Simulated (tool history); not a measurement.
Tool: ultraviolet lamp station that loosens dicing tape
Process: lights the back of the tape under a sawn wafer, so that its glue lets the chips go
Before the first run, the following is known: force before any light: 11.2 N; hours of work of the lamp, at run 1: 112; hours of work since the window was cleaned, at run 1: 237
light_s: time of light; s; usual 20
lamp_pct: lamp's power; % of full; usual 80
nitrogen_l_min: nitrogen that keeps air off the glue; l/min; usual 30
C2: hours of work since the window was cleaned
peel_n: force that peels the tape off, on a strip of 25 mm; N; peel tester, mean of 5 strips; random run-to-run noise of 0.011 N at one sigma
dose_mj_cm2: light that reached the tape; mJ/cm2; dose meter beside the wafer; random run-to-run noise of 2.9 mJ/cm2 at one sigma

run 1 hour=0.0 | light_s=20 lamp_pct=80 nitrogen_l_min=30 | hours_of_work_of_the_lamp=112 C2=237 | peel_n=0.807 dose_mj_cm2=349
run 2 hour=11.0 | light_s=20 lamp_pct=80 nitrogen_l_min=30 | hours_of_work_of_the_lamp=117 C2=242 | peel_n=0.857 dose_mj_cm2=345
run 3 hour=23.4 | light_s=20 lamp_pct=80 nitrogen_l_min=30 | hours_of_work_of_the_lamp=123 C2=248 | peel_n=0.839 dose_mj_cm2=347
run 4 hour=31.2 | light_s=20 lamp_pct=80 nitrogen_l_min=30 | hours_of_work_of_the_lamp=127 C2=251 | peel_n=0.840 dose_mj_cm2=341
run 5 hour=44.5 | light_s=20 lamp_pct=80 nitrogen_l_min=30 | hours_of_work_of_the_lamp=133 C2=257 | peel_n=0.847 dose_mj_cm2=343
-- hour=54.4 window cleaned of glue's vapour
run 6 hour=55.5 | light_s=20 lamp_pct=81 nitrogen_l_min=30 | hours_of_work_of_the_lamp=138 C2=1 | peel_n=1.075 dose_mj_cm2=319
run 7 hour=63.4 | light_s=20 lamp_pct=91 nitrogen_l_min=30 | hours_of_work_of_the_lamp=141 C2=4 | peel_n=0.823 dose_mj_cm2=356
run 8 hour=74.4 | light_s=20 lamp_pct=91 nitrogen_l_min=30 | hours_of_work_of_the_lamp=147 C2=9 | peel_n=0.845 dose_mj_cm2=352
run 9 hour=87.1 | light_s=20 lamp_pct=91 nitrogen_l_min=30 | hours_of_work_of_the_lamp=152 C2=15 | peel_n=0.813 dose_mj_cm2=348
run 10 hour=96.0 | light_s=20 lamp_pct=88 nitrogen_l_min=30 | hours_of_work_of_the_lamp=157 C2=19 | peel_n=0.912 dose_mj_cm2=336
run 11 hour=106.6 | light_s=20 lamp_pct=80 nitrogen_l_min=30 | hours_of_work_of_the_lamp=162 C2=24 | peel_n=1.165 dose_mj_cm2=304
-- hour=113.0 window cleaned of glue's vapour, once more
run 12 hour=116.9 | light_s=20 lamp_pct=80 nitrogen_l_min=30 | hours_of_work_of_the_lamp=166 C2=2 | peel_n=0.577 dose_mj_cm2=401
run 13 hour=122.9 | light_s=20 lamp_pct=74 nitrogen_l_min=30 | hours_of_work_of_the_lamp=169 C2=5 | peel_n=0.679 dose_mj_cm2=372
run 14 hour=135.0 | light_s=20 lamp_pct=74 nitrogen_l_min=30 | hours_of_work_of_the_lamp=174 C2=10 | peel_n=0.709 dose_mj_cm2=372
run 15 hour=143.8 | light_s=20 lamp_pct=80 nitrogen_l_min=30 | hours_of_work_of_the_lamp=179 C2=14 | peel_n=0.589 dose_mj_cm2=398
run 16 hour=149.3 | light_s=20 lamp_pct=63 nitrogen_l_min=30 | hours_of_work_of_the_lamp=181 C2=17 | peel_n=1.076 dose_mj_cm2=314
run 17 hour=161.7 | light_s=20 lamp_pct=63 nitrogen_l_min=30 | hours_of_work_of_the_lamp=187 C2=23 | peel_n=1.075 dose_mj_cm2=308
run 18 hour=168.0 | light_s=20 lamp_pct=63 nitrogen_l_min=30 | hours_of_work_of_the_lamp=190 C2=26 | peel_n=1.050 dose_mj_cm2=314
run 19 hour=175.7 | light_s=20 lamp_pct=63 nitrogen_l_min=30 | hours_of_work_of_the_lamp=193 C2=29 | peel_n=1.101 dose_mj_cm2=309
run 20 hour=184.3 | light_s=20 lamp_pct=63 nitrogen_l_min=30 | hours_of_work_of_the_lamp=197 C2=33 | peel_n=1.134 dose_mj_cm2=310
run 21 hour=192.3 | light_s=20 lamp_pct=63 nitrogen_l_min=30 | hours_of_work_of_the_lamp=201 C2=37 | peel_n=1.114 dose_mj_cm2=309
run 22 hour=201.3 | light_s=20 lamp_pct=80 nitrogen_l_min=30 | hours_of_work_of_the_lamp=205 C2=41 | peel_n=0.634 dose_mj_cm2=387
run 23 hour=206.7 | light_s=14 lamp_pct=65 nitrogen_l_min=30 | hours_of_work_of_the_lamp=208 C2=44 | peel_n=2.133 dose_mj_cm2=224
run 24 hour=217.9 | light_s=14 lamp_pct=65 nitrogen_l_min=30 | hours_of_work_of_the_lamp=213 C2=49 | peel_n=2.180 dose_mj_cm2=219
run 25 hour=225.2 | light_s=14 lamp_pct=65 nitrogen_l_min=30 | hours_of_work_of_the_lamp=216 C2=52 | peel_n=2.183 dose_mj_cm2=214
run 26 hour=236.1 | light_s=29 lamp_pct=90 nitrogen_l_min=30 | hours_of_work_of_the_lamp=221 C2=57 | peel_n=0.149 dose_mj_cm2=627
run 27 hour=244.1 | light_s=29 lamp_pct=90 nitrogen_l_min=30 | hours_of_work_of_the_lamp=225 C2=61 | peel_n=0.153 dose_mj_cm2=624
run 28 hour=251.4 | light_s=15 lamp_pct=90 nitrogen_l_min=30 | hours_of_work_of_the_lamp=228 C2=64 | peel_n=1.040 dose_mj_cm2=323
run 29 hour=257.1 | light_s=12 lamp_pct=80 nitrogen_l_min=39 | hours_of_work_of_the_lamp=231 C2=67 | peel_n=1.752 dose_mj_cm2=234
run 30 hour=270.2 | light_s=12 lamp_pct=80 nitrogen_l_min=39 | hours_of_work_of_the_lamp=237 C2=73 | peel_n=1.785 dose_mj_cm2=232
run 31 hour=283.1 | light_s=12 lamp_pct=80 nitrogen_l_min=39 | hours_of_work_of_the_lamp=243 C2=79 | peel_n=1.817 dose_mj_cm2=227
run 32 hour=296.2 | light_s=39 lamp_pct=80 nitrogen_l_min=11 | hours_of_work_of_the_lamp=249 C2=85 | peel_n=0.230 dose_mj_cm2=733
run 33 hour=304.9 | light_s=17 lamp_pct=85 nitrogen_l_min=19 | hours_of_work_of_the_lamp=253 C2=89 | peel_n=1.208 dose_mj_cm2=339
run 34 hour=310.9 | light_s=17 lamp_pct=85 nitrogen_l_min=19 | hours_of_work_of_the_lamp=256 C2=92 | peel_n=1.233 dose_mj_cm2=338
run 35 hour=320.1 | light_s=15 lamp_pct=80 nitrogen_l_min=24 | hours_of_work_of_the_lamp=260 C2=96 | peel_n=1.537 dose_mj_cm2=279
run 36 hour=332.7 | light_s=15 lamp_pct=80 nitrogen_l_min=24 | hours_of_work_of_the_lamp=266 C2=102 | peel_n=1.513 dose_mj_cm2=282
run 37 hour=342.1 | light_s=21 lamp_pct=99 nitrogen_l_min=11 | hours_of_work_of_the_lamp=271 C2=106 | peel_n=0.841 dose_mj_cm2=481
run 38 hour=355.4 | light_s=15 lamp_pct=73 nitrogen_l_min=16 | hours_of_work_of_the_lamp=277 C2=113 | peel_n=2.305 dose_mj_cm2=249
run 39 hour=364.2 | light_s=18 lamp_pct=80 nitrogen_l_min=16 | hours_of_work_of_the_lamp=281 C2=117 | peel_n=1.423 dose_mj_cm2=331
run 40 hour=373.0 | light_s=14 lamp_pct=62 nitrogen_l_min=30 | hours_of_work_of_the_lamp=285 C2=121 | peel_n=2.382 dose_mj_cm2=197
run 41 hour=378.5 | light_s=39 lamp_pct=76 nitrogen_l_min=19 | hours_of_work_of_the_lamp=287 C2=123 | peel_n=0.187 dose_mj_cm2=669
run 42 hour=389.0 | light_s=12 lamp_pct=80 nitrogen_l_min=18 | hours_of_work_of_the_lamp=292 C2=128 | peel_n=2.838 dose_mj_cm2=215
run 43 hour=400.8 | light_s=20 lamp_pct=80 nitrogen_l_min=30 | hours_of_work_of_the_lamp=298 C2=134 | peel_n=0.753 dose_mj_cm2=357

Some steps in peel_n between neighbouring runs. How much of each would the tool show without its hidden state too (settings, what came in, random variation), and how much is left for the hidden state, with any gauge scatter that isn't in both results?
Unlogged tool condition in this case: lamp's light, % of a new lamp's; light that the window lets through, % of a clean one's; drift of the gauge itself on peel_n, %; drift of the gauge itself on dose_mj_cm2, %.
Run 11 -> 12: window cleaned of glue's vapour, once more. peel_n -0.588 N: hidden state -0.585, all else -0.003.
Run 40 -> 41: light_s 14 -> 39, lamp_pct 62 -> 76, nitrogen_l_min 30 -> 19. peel_n -2.195 N: hidden state -0.446, all else -1.749.
Run 41 -> 42: light_s 39 -> 12, lamp_pct 76 -> 80, nitrogen_l_min 19 -> 18. peel_n +2.651 N: hidden state +0.542, all else +2.109.
Run 42 -> 43: light_s 12 -> 20, nitrogen_l_min 18 -> 30. peel_n -2.085 N: hidden state -0.336, all else -1.749.

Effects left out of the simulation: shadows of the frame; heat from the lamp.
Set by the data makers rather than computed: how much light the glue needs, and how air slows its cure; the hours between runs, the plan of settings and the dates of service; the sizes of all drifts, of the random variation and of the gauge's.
